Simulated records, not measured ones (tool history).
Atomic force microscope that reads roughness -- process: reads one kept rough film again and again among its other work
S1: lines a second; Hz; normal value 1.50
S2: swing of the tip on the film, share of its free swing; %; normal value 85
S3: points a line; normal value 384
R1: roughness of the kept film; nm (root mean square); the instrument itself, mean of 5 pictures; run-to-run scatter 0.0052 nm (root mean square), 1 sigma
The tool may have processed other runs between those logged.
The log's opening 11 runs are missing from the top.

{"run": 12, "hour": 106.6, "S1": 1.5, "S2": 85, "S3": 614, "R1": 0.7}
{"run": 13, "hour": 119.2, "S1": 1.5, "S2": 85, "S3": 614, "R1": 0.702}
{"run": 14, "hour": 130.3, "S1": 1.5, "S2": 85, "S3": 614, "R1": 0.682}
{"hour": 135.8, "done": "new tip fitted"}
{"run": 15, "hour": 139.1, "S1": 1.5, "S2": 85, "S3": 384, "R1": 0.812}
{"run": 16, "hour": 145.4, "S1": 1.5, "S2": 85, "S3": 384, "R1": 0.808}
{"run": 17, "hour": 159.0, "S1": 1.5, "S2": 85, "S3": 384, "R1": 0.798}
{"run": 18, "hour": 171.2, "S1": 3.22, "S2": 85, "S3": 384, "R1": 0.646}
{"run": 19, "hour": 182.8, "S1": 2.51, "S2": 85, "S3": 384, "R1": 0.688}
{"run": 20, "hour": 191.7, "S1": 2.51, "S2": 85, "S3": 384, "R1": 0.685}
{"run": 21, "hour": 198.5, "S1": 2.51, "S2": 85, "S3": 384, "R1": 0.668}
{"run": 22, "hour": 205.2, "S1": 2.51, "S2": 85, "S3": 384, "R1": 0.676}
{"run": 23, "hour": 214.4, "S1": 2.07, "S2": 63, "S3": 262, "R1": 0.811}

Estimate the outcome of run 24 from the log above:
{"run": 24, "hour": 223.7, "S1": 0.63, "S2": 67, "S3": 817, "R1": "?"}

Run 24 produced R1 0.884 nm (root mean square).
On a tool with no hidden condition, and with the same random variation, this run would have come out at R1 0.979 nm (root mean square).
